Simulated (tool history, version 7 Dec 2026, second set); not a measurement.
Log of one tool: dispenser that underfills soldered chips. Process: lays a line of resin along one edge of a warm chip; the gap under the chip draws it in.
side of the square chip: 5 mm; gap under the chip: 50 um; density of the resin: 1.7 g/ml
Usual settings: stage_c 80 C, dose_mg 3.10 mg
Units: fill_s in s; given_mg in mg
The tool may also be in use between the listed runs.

| run | hour | stage_c | dose_mg | fill_s | given_mg |
|---|---|---|---|---|---|
| 1 | 0.0 | 80 | 3.10 | 16.2 | 3.04 |
| 2 | 3.6 | 80 | 3.10 | 19.3 | 3.09 |
|  | 8.7 | new syringe of resin |
| 3 | 10.0 | 80 | 3.33 | 11.2 | 3.25 |
| 4 | 16.1 | 80 | 3.33 | 13.8 | 3.28 |
| 5 | 21.4 | 80 | 3.33 | 17.2 | 3.27 |
| 6 | 24.2 | 69 | 3.86 | 28.2 | 3.76 |
|  | 27.6 | new syringe of resin |
| 7 | 29.3 | 84 | 3.64 | 9.8 | 3.56 |
| 8 | 33.7 | 84 | 3.64 | 12.2 | 3.56 |
| 9 | 38.1 | 90 | 3.14 | 12.7 | 3.03 |
| 10 | 41.1 | 90 | 3.14 | 14.0 | 3.05 |

Forecast each of these 3 alternatives for the next run:
| A | 45.2 | 80 | 3.89 | ? | ? |
| B | 45.2 | 76 | 3.59 | ? | ? |
| C | 45.2 | 90 | 2.83 | ? | ? |

| run | fill_s | given_mg |
|---|---|---|
| A | 21.7 | 3.74 |
| B | 24.8 | 3.49 |
| C | 17.8 | 2.70 |
Without the tool's hidden state the same runs would have given:
| run | fill_s | given_mg |
|---|---|---|
| A | 9.7 | 3.88 |
| B | 11.3 | 3.61 |
| C | 8.1 | 2.80 |
